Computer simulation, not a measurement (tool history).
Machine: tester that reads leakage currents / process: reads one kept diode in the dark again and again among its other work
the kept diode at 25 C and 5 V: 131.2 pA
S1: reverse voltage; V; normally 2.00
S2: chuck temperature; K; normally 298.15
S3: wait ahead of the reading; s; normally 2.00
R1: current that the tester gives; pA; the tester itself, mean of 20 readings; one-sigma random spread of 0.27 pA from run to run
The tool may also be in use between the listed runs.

run	hour	S1	S2	S3	R1
1	0.0	2.00	298.15	2.00	87.90
2	74.0	2.00	298.15	2.00	88.15
3	140.3	6.55	298.15	2.00	149.10
4	172.1	2.00	298.15	2.00	87.81
5	233.1	2.00	298.15	2.00	88.32
6	283.8	2.00	298.15	2.00	87.90
# hour 320.1: probe card cleaned and baked
7	325.5	2.00	298.15	2.00	87.83
8	374.9	2.00	298.15	2.00	87.79
9	445.2	2.00	298.15	2.00	87.95
10	489.8	1.07	298.15	2.00	66.68
11	553.4	1.07	298.15	2.00	66.75
12	620.7	2.00	307.15	2.00	176.56
13	687.4	2.00	298.15	2.00	88.13
14	753.7	2.00	298.15	2.00	87.56
15	797.9	2.00	298.15	2.00	87.72
16	856.8	2.00	298.15	2.00	87.93
17	898.4	2.00	297.15	2.00	81.17
18	962.7	2.00	297.15	2.00	80.88
19	995.4	2.00	297.15	2.00	81.10
20	1036.1	2.00	297.15	2.00	81.13
21	1103.4	8.07	297.15	2.71	150.08
22	1176.3	2.00	298.15	1.83	87.95
23	1209.9	2.00	298.15	1.83	87.96
# hour 1245.1: chuck's temperature calibrated
24	1245.1	8.60	294.15	4.15	121.31
25	1277.1	8.60	294.15	4.15	120.84
26	1318.1	8.60	294.15	4.15	121.33
27	1387.4	7.20	319.15	4.15	742.51
28	1427.7	2.00	304.15	1.40	141.53
29	1460.4	2.00	304.15	1.40	140.75
30	1527.4	1.12	319.15	1.45	328.79
31	1597.4	1.12	319.15	1.45	329.55
32	1661.1	1.12	319.15	1.45	328.88
33	1725.7	1.78	322.15	0.74	498.63
34	1781.1	1.80	330.15	0.85	851.51
35	1841.5	12.30	324.15	0.99	1338.25
36	1898.4	12.30	324.15	0.99	1334.61
37	1946.8	1.46	314.15	2.00	258.45
38	2009.1	1.46	298.15	2.00	76.18
39	2072.3	2.05	319.15	2.00	427.19

3 options for the next run, each taken on its own from the tool as it stands now. Forecast them:
A	2134.8	6.60	319.15	3.13	?
B	2134.8	2.51	300.15	7.38	?
C	2134.8	2.00	302.15	7.65	?

run	R1
A	717.50
B	113.69
C	120.61
With the hidden condition removed and each run's random variation left untouched, the same runs would have given:
run	R1
A	717.35
B	113.64
C	120.57

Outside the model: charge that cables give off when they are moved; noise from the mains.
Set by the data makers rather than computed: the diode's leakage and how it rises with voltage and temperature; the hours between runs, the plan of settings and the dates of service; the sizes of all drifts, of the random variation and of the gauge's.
